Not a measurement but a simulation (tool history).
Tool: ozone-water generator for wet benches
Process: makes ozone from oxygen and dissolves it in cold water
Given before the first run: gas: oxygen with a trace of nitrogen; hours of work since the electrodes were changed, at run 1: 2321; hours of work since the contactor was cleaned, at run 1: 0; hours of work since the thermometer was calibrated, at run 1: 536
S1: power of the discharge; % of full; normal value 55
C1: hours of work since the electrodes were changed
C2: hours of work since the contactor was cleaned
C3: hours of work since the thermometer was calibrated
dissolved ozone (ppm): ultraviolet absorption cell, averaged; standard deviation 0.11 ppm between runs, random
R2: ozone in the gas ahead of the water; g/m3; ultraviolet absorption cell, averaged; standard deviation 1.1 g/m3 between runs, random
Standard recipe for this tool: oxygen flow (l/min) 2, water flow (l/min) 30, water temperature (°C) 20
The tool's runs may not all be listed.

Run 1, day 0: usual settings; C1 2321; C2 0; C3 536. Result: dissolved ozone (ppm) 6.2, R2 188.7 g/m3.
Run 2, day 5.983: usual settings but water flow (l/min) 21; C1 2449; C2 128; C3 664. Result: dissolved ozone (ppm) 9, R2 187.5 g/m3.
Run 3, day 9.329: usual settings but water flow (l/min) 21; C1 2521; C2 200; C3 736. Result: dissolved ozone (ppm) 9.3, R2 187.6 g/m3.
Run 4, day 14.492: usual settings but water flow (l/min) 21; C1 2631; C2 310; C3 846. Result: dissolved ozone (ppm) 9, R2 187.5 g/m3.
Run 5, day 20.558: usual settings but water temperature (°C) 12; C1 2761; C2 440; C3 976. Result: dissolved ozone (ppm) 6.2, R2 186.5 g/m3.
Run 6, day 25.346: usual settings but water temperature (°C) 15; C1 2863; C2 542; C3 1079. Result: dissolved ozone (ppm) 6.3, R2 187.4 g/m3.
Run 7, day 28.142: usual settings but water temperature (°C) 14; C1 2923; C2 602; C3 1139. Result: dissolved ozone (ppm) 6.3, R2 186.2 g/m3.
Run 8, day 34.45: usual settings but water temperature (°C) 14; C1 3058; C2 737; C3 1274. Result: dissolved ozone (ppm) 6.3, R2 187.5 g/m3.
Run 9, day 39.008: usual settings; C1 3156; C2 835; C3 1371. Result: dissolved ozone (ppm) 6.1, R2 187.1 g/m3.
Run 10, day 42.962: usual settings; C1 3240; C2 919; C3 1456. Result: dissolved ozone (ppm) 6.1, R2 184.3 g/m3.
Run 11, day 46.946: usual settings but S1 54 % of full, water flow (l/min) 20, water temperature (°C) 25; C1 3326; C2 1005; C3 1541. Result: dissolved ozone (ppm) 8.8, R2 184.5 g/m3.
Run 12, day 51.192: usual settings but S1 43 % of full, oxygen flow (l/min) 2.16, water flow (l/min) 21, water temperature (°C) 13; C1 3417; C2 1096; C3 1632. Result: dissolved ozone (ppm) 8.6, R2 157.3 g/m3.
Run 13, day 56.683: usual settings but S1 43 % of full, oxygen flow (l/min) 2.16, water flow (l/min) 21, water temperature (°C) 13; C1 3534; C2 1213; C3 1749. Result: dissolved ozone (ppm) 8.4, R2 158.1 g/m3.
Run 14, day 61.888: usual settings but S1 92 % of full; C1 3645; C2 1324; C3 1861. Result: dissolved ozone (ppm) 7.5, R2 232.8 g/m3.
Run 15, day 68.246: usual settings but S1 49 % of full, oxygen flow (l/min) 1.11, water temperature (°C) 27; C1 3781; C2 1461; C3 1997. Result: dissolved ozone (ppm) 4.2, R2 240.3 g/m3.
Run 16, day 74.421: usual settings but S1 42 % of full, oxygen flow (l/min) 3.58, water flow (l/min) 38, water temperature (°C) 27; C1 3914; C2 1593; C3 2129. Result: dissolved ozone (ppm) 4.1, R2 119.2 g/m3.
Run 17, day 78.292: usual settings but water flow (l/min) 23; C1 3997; C2 1676; C3 2212. Result: dissolved ozone (ppm) 7.9, R2 183.8 g/m3.
Run 18, day 81.892: usual settings but S1 85 % of full, water flow (l/min) 23; C1 4074; C2 1753; C3 2289. Result: dissolved ozone (ppm) 9.4, R2 220.8 g/m3.
Run 19, day 87.854: usual settings but S1 85 % of full, water flow (l/min) 23; C1 4201; C2 1880; C3 2416. Result: dissolved ozone (ppm) 9.6, R2 221.7 g/m3.
Run 20, day 93.704: usual settings but S1 85 % of full, oxygen flow (l/min) 1.17, water flow (l/min) 23, water temperature (°C) 23; C1 4326; C2 2005; C3 2542. Result: dissolved ozone (ppm) 7.9, R2 295.5 g/m3.

What if the next run were any one of these 3? Each begins from the tool's condition after run 20:
Run A, day 99.983: usual settings but S1 85 % of full, oxygen flow (l/min) 1, water flow (l/min) 23, water temperature (°C) 23; C1 4461; C2 2140; C3 2676. Result: dissolved ozone (ppm) ?, R2 ?.
Run B, day 99.983: usual settings but S1 64 % of full, oxygen flow (l/min) 2.02, water flow (l/min) 23; C1 4461; C2 2140; C3 2676. Result: dissolved ozone (ppm) ?, R2 ?.
Run C, day 99.983: usual settings but S1 56 % of full, water flow (l/min) 47; C1 4461; C2 2140; C3 2676. Result: dissolved ozone (ppm) ?, R2 ?.

run  dissolved ozone (ppm)     R2
  A                    7.5  318.1
  B                    8.1  190.5
  C                    3.4  182.5
The same runs, with their run-to-run variation unchanged, on a tool lacking any hidden condition would have given:
run  dissolved ozone (ppm)     R2
  A                    8.7  357.5
  B                    9.3    211
  C                    3.9  200.8

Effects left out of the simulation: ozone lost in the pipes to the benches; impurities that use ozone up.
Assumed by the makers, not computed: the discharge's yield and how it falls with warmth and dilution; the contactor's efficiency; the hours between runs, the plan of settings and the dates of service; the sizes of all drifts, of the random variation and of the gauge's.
